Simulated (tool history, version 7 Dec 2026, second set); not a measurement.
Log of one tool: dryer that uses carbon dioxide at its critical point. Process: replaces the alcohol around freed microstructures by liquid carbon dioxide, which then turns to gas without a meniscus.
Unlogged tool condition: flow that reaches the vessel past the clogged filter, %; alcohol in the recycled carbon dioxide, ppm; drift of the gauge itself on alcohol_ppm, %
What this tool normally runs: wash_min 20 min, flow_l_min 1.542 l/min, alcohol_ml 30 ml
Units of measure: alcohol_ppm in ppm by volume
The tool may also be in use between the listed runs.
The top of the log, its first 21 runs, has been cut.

run   hour  wash_min  flow_l_min  alcohol_ml  hours of work since the filter was changed  hours of work since the purifier's bed was changed  alcohol_ppm
 22  315.3        20       1.790          30                                          70                                                 343          112
 23  325.9        24       2.360         118                                          78                                                 351          115
 24  346.1        32       1.640          30                                          93                                                 366          112
 25  355.6        32       1.640          30                                         100                                                 373          120
 26  364.2        14       1.542          55                                         106                                                 379          287
 27  374.6        20       1.542          44                                         114                                                 387          147
 28  394.6        20       1.490          32                                         128                                                 402          154
 29  407.6        20       1.490          32                                         138                                                 411          151
 30  422.5        16       2.030         117                                         149                                                 422          172
 31  442.2        28       1.950          61                                         163                                                 437          145
 32  460.4        28       1.950          61                                         177                                                 450          148
 33  476.1        28       1.950          61                                         188                                                 461          138
 34  485.2        20       2.130          27                                         195                                                 468          145
 35  500.6        17       2.130          28                                         206                                                 479          151
 36  512.7        17       2.130          28                                         215                                                 488          163
 37  526.5        20       2.460          20                                         225                                                 498          154
 38  537.7        20       2.460          20                                         233                                                 507          161
 39  548.6        31       0.990          67                                         241                                                 515          218

What does the tool deliver on the next run?
 40  559.0        19       0.960          97                                         249                                                 522            ?

For run 40 the tool returned alcohol_ppm 916 ppm by volume.
Minus the tool's unlogged condition, the same run would have read alcohol_ppm 612 ppm by volume.
